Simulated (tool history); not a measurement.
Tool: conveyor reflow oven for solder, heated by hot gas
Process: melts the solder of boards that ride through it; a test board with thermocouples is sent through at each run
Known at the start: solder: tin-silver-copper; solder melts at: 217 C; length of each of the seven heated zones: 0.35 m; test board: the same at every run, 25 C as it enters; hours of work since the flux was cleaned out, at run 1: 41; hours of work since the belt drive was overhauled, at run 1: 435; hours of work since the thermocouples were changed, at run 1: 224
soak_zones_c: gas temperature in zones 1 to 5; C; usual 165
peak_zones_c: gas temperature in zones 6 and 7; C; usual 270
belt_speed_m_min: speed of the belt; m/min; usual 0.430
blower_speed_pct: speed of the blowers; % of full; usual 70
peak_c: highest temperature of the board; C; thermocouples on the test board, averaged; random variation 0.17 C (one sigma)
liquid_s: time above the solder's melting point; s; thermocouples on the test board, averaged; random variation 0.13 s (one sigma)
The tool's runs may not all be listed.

run,day,soak_zones_c,peak_zones_c,belt_speed_m_min,blower_speed_pct,hours of work since the flux was cleaned out,hours of work since the belt drive was overhauled,hours of work since the thermocouples were changed,peak_c,liquid_s
1,0.000,165,270,0.430,70,41,435,224,257.1,75.2
2,0.375,165,262,0.430,70,46,439,229,249.8,68.8
3,0.792,165,262,0.430,70,51,445,234,249.9,69.0
4,1.092,165,270,0.366,70,55,448,238,261.7,93.8
5,1.450,165,270,0.366,70,59,453,242,261.7,93.9
6,1.854,165,270,0.366,70,65,458,248,261.2,93.9
7,2.283,165,270,0.366,70,70,463,253,261.5,93.6
8,2.638,165,270,0.366,70,74,468,257,261.4,93.9
9,3.100,165,270,0.366,70,80,474,263,261.5,94.0
10,3.596,165,270,0.366,70,86,480,269,261.6,94.0
11,4.033,165,270,0.430,70,92,485,275,256.7,74.8
12,4.321,165,270,0.430,70,95,489,278,257.0,74.7
13,4.600,165,270,0.430,70,99,492,282,257.2,74.9
14,4.950,165,270,0.430,70,103,497,286,256.8,74.7
15,5.317,165,270,0.430,70,108,501,291,256.7,74.9
16,5.633,165,270,0.430,70,112,505,295,257.0,74.9
17,6.108,163,270,0.430,70,118,511,301,256.2,73.9
18,6.429,165,270,0.375,85,122,515,305,263.4,93.8
19,6.929,165,270,0.513,80,128,522,311,253.6,59.4
20,7.242,150,277,0.430,70,132,526,315,260.9,72.5
# day 7.433: belt drive overhauled, speed set with a stopwatch
21,7.762,151,270,0.430,70,137,4,320,254.8,68.3
22,8.004,165,270,0.344,71,140,7,323,263.1,102.2
23,8.404,162,263,0.490,82,145,12,328,248.7,58.0
24,8.646,162,263,0.490,82,148,15,331,248.8,58.0
25,8.908,162,263,0.490,82,151,19,334,248.6,58.0
26,9.342,165,270,0.400,53,156,24,339,254.3,77.2
27,9.625,173,268,0.448,64,160,28,343,253.1,71.6
# day 9.900: belt drive overhauled, speed set with a stopwatch, once more
28,10.196,154,283,0.430,70,165,4,348,266.5,77.4
29,10.554,154,283,0.430,70,170,8,353,266.6,77.1
30,10.992,154,283,0.430,70,175,14,358,266.5,77.4
31,11.408,154,283,0.430,70,180,19,363,266.8,77.2

Hidden state at the last listed run before each entry between runs and at the first one after, where it differs:
Between runs 20 and 21: belt drive overhauled, speed set with a stopwatch (day 7.433)
  heat that the gas passes to the board, % of a clean oven's: 94.7 -> 94.5; belt's true speed, % of the reading: 99.15 -> 98.87; true gas temperature in zones 6 and 7 over the reading, C: 1.47 -> 1.48
  measured less the result without the state, peak_c: +0.4 -> +0.5 C; liquid_s: +0.7 -> +0.9 s
Between runs 27 and 28: belt drive overhauled, speed set with a stopwatch, once more (day 9.900)
  heat that the gas passes to the board, % of a clean oven's: 93.6 -> 93.4; belt's true speed, % of the reading: 98.83 -> 100.04; true gas temperature in zones 6 and 7 over the reading, C: 1.56 -> 1.58
  measured less the result without the state, peak_c: +0.6 -> -0.1 C; liquid_s: +1.1 -> -0.4 s

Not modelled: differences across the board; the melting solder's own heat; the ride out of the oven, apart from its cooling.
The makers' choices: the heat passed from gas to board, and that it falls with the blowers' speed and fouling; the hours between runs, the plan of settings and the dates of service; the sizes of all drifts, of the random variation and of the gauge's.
